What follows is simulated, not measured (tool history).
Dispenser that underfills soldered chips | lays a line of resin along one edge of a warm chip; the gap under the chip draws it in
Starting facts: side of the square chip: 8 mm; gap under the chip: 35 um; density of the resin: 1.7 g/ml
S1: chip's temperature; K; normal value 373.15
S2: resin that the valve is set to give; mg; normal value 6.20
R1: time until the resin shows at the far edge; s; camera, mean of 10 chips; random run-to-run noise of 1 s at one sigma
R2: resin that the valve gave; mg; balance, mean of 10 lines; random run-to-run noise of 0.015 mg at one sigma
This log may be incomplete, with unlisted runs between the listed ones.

run	hour	S1	S2	R1	R2
1	0.0	373.15	6.20	97.8	6.17
2	4.5	373.15	6.20	114.3	6.20
3	10.6	373.15	6.20	98.3	6.15
4	15.4	373.15	6.20	108.5	6.18
5	23.0	373.15	6.20	103.2	6.14
6	28.5	373.15	6.20	119.6	6.12
7	34.3	373.15	6.20	102.7	6.11
8	41.7	368.15	7.50	114.4	7.35
9	45.6	382.15	6.79	79.0	6.66
10	51.0	384.15	6.00	86.5	5.89
11	54.7	384.15	6.00	72.3	5.86
12	58.0	375.15	6.22	105.5	6.10

The log once held 5 entries between its listed runs, left out of this copy. Where does each go, and what is different about the tool's unlogged condition between the listed run before it and the listed run after it?
From run 2 to run 3: new syringe of resin (hour 10.2)
  resin's viscosity, % of fresh resin's: 115.3 -> 100; dose that the valve gives, % of what is set: 99.73 -> 99.49; true chip temperature over the reading, C: 0.15 -> 0.16
  measured less the result without the state, R1: +14.7 -> -0.5 s; R2: -0.01 -> -0.03 mg
From run 4 to run 5: new syringe of resin (hour 20.5)
  resin's viscosity, % of fresh resin's: 113.6 -> 105.7; dose that the valve gives, % of what is set: 99.28 -> 99; true chip temperature over the reading, C: 0.17 -> 0.18
  measured less the result without the state, R1: +12.5 -> +5.1 s; R2: -0.04 -> -0.07 mg
From run 6 to run 7: new syringe of resin (hour 31.1)
  resin's viscosity, % of fresh resin's: 122.3 -> 107.7; dose that the valve gives, % of what is set: 98.78 -> 98.55; true chip temperature over the reading, C: 0.19 -> 0.2
  measured less the result without the state, R1: +21.4 -> +6.9 s; R2: -0.07 -> -0.09 mg
From run 7 to run 8: new syringe of resin (hour 41.3)
  resin's viscosity, % of fresh resin's: 107.7 -> 100.4; dose that the valve gives, % of what is set: 98.55 -> 98.27; true chip temperature over the reading, C: 0.2 -> 0.21
  measured less the result without the state, R1: +6.9 -> -0.3 s; R2: -0.09 -> -0.13 mg
From run 10 to run 11: new syringe of resin (hour 51.9)
  resin's viscosity, % of fresh resin's: 128.4 -> 107.4; dose that the valve gives, % of what is set: 97.9 -> 97.76; true chip temperature over the reading, C: 0.23 -> 0.24
  measured less the result without the state, R1: +18.9 -> +4.6 s; R2: -0.13 -> -0.14 mg
